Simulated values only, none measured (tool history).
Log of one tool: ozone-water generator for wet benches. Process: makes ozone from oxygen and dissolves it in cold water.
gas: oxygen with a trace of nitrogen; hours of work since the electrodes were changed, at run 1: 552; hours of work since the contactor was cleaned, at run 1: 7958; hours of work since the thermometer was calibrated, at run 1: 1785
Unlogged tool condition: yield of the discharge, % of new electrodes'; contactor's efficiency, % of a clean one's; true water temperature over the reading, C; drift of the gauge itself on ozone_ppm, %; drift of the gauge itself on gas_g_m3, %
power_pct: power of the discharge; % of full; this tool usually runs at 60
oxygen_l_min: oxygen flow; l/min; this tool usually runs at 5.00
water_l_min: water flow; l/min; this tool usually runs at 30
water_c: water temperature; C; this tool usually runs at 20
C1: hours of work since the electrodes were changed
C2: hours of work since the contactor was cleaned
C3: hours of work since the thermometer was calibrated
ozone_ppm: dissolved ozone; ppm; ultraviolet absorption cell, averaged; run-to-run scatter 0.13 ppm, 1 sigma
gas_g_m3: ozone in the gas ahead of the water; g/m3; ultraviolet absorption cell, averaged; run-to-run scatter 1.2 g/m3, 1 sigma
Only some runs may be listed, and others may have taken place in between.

{"run": 1, "day": 0.0, "power_pct": 60, "oxygen_l_min": 5.0, "water_l_min": 30, "water_c": 20, "C1": 552, "C2": 7958, "C3": 1785, "ozone_ppm": 14.5, "gas_g_m3": 223.4}
{"run": 2, "day": 0.646, "power_pct": 60, "oxygen_l_min": 2.96, "water_l_min": 30, "water_c": 20, "C1": 562, "C2": 7968, "C3": 1795, "ozone_ppm": 13.6, "gas_g_m3": 302.8}
{"run": 3, "day": 1.433, "power_pct": 60, "oxygen_l_min": 2.96, "water_l_min": 30, "water_c": 20, "C1": 574, "C2": 7979, "C3": 1807, "ozone_ppm": 13.8, "gas_g_m3": 302.6}
{"run": 4, "day": 2.096, "power_pct": 60, "oxygen_l_min": 5.45, "water_l_min": 30, "water_c": 20, "C1": 584, "C2": 7989, "C3": 1817, "ozone_ppm": 14.6, "gas_g_m3": 211.4}
{"run": 5, "day": 3.071, "power_pct": 60, "oxygen_l_min": 5.45, "water_l_min": 30, "water_c": 20, "C1": 598, "C2": 8004, "C3": 1832, "ozone_ppm": 14.7, "gas_g_m3": 211.1}
{"run": 6, "day": 4.317, "power_pct": 60, "oxygen_l_min": 5.0, "water_l_min": 30, "water_c": 20, "C1": 617, "C2": 8023, "C3": 1850, "ozone_ppm": 14.7, "gas_g_m3": 221.9}
{"run": 7, "day": 5.262, "power_pct": 94, "oxygen_l_min": 5.0, "water_l_min": 30, "water_c": 20, "C1": 631, "C2": 8037, "C3": 1865, "ozone_ppm": 21.1, "gas_g_m3": 321.5}
{"run": 8, "day": 6.096, "power_pct": 94, "oxygen_l_min": 5.0, "water_l_min": 30, "water_c": 20, "C1": 644, "C2": 8050, "C3": 1877, "ozone_ppm": 21.0, "gas_g_m3": 319.7}
{"run": 9, "day": 6.771, "power_pct": 94, "oxygen_l_min": 5.0, "water_l_min": 30, "water_c": 20, "C1": 654, "C2": 8060, "C3": 1887, "ozone_ppm": 21.1, "gas_g_m3": 320.4}
{"run": 10, "day": 7.45, "power_pct": 94, "oxygen_l_min": 5.0, "water_l_min": 30, "water_c": 20, "C1": 664, "C2": 8070, "C3": 1898, "ozone_ppm": 21.2, "gas_g_m3": 320.3}
{"run": 11, "day": 8.329, "power_pct": 98, "oxygen_l_min": 5.0, "water_l_min": 40, "water_c": 22, "C1": 678, "C2": 8084, "C3": 1911, "ozone_ppm": 15.5, "gas_g_m3": 332.2}
{"run": 12, "day": 9.138, "power_pct": 98, "oxygen_l_min": 3.67, "water_l_min": 40, "water_c": 22, "C1": 690, "C2": 8096, "C3": 1923, "ozone_ppm": 14.7, "gas_g_m3": 398.3}
{"run": 13, "day": 10.075, "power_pct": 98, "oxygen_l_min": 5.0, "water_l_min": 19, "water_c": 20, "C1": 704, "C2": 8110, "C3": 1937, "ozone_ppm": 34.2, "gas_g_m3": 329.6}
{"run": 14, "day": 10.758, "power_pct": 73, "oxygen_l_min": 5.0, "water_l_min": 30, "water_c": 21, "C1": 714, "C2": 8120, "C3": 1948, "ozone_ppm": 16.8, "gas_g_m3": 258.5}
{"run": 15, "day": 11.683, "power_pct": 73, "oxygen_l_min": 5.0, "water_l_min": 30, "water_c": 21, "C1": 728, "C2": 8134, "C3": 1962, "ozone_ppm": 16.8, "gas_g_m3": 260.1}
{"run": 16, "day": 12.221, "power_pct": 73, "oxygen_l_min": 5.0, "water_l_min": 30, "water_c": 21, "C1": 736, "C2": 8142, "C3": 1970, "ozone_ppm": 16.7, "gas_g_m3": 260.7}
{"run": 17, "day": 13.358, "power_pct": 63, "oxygen_l_min": 5.0, "water_l_min": 36, "water_c": 16, "C1": 754, "C2": 8159, "C3": 1987, "ozone_ppm": 12.9, "gas_g_m3": 228.4}
{"run": 18, "day": 14.321, "power_pct": 63, "oxygen_l_min": 4.64, "water_l_min": 36, "water_c": 26, "C1": 768, "C2": 8174, "C3": 2001, "ozone_ppm": 11.5, "gas_g_m3": 236.5}
{"run": 19, "day": 15.567, "power_pct": 63, "oxygen_l_min": 4.64, "water_l_min": 36, "water_c": 26, "C1": 787, "C2": 8193, "C3": 2020, "ozone_ppm": 11.5, "gas_g_m3": 239.6}

Forecast each of these 3 alternatives for the next run:
{"run": "A", "day": 16.875, "power_pct": 63, "oxygen_l_min": 3.19, "water_l_min": 33, "water_c": 26, "C1": 807, "C2": 8213, "C3": 2040, "ozone_ppm": "?", "gas_g_m3": "?"}
{"run": "B", "day": 16.875, "power_pct": 62, "oxygen_l_min": 2.95, "water_l_min": 36, "water_c": 15, "C1": 807, "C2": 8213, "C3": 2040, "ozone_ppm": "?", "gas_g_m3": "?"}
{"run": "C", "day": 16.875, "power_pct": 60, "oxygen_l_min": 5.0, "water_l_min": 30, "water_c": 13, "C1": 807, "C2": 8213, "C3": 2040, "ozone_ppm": "?", "gas_g_m3": "?"}

run=A ozone_ppm=12.1 gas_g_m3=298.2
run=B ozone_ppm=11.7 gas_g_m3=310.0
run=C ozone_ppm=15.6 gas_g_m3=219.6
What these runs would have given with no unlogged condition in the tool:
run=A ozone_ppm=12.1 gas_g_m3=302.6
run=B ozone_ppm=11.7 gas_g_m3=314.6
run=C ozone_ppm=15.7 gas_g_m3=222.8
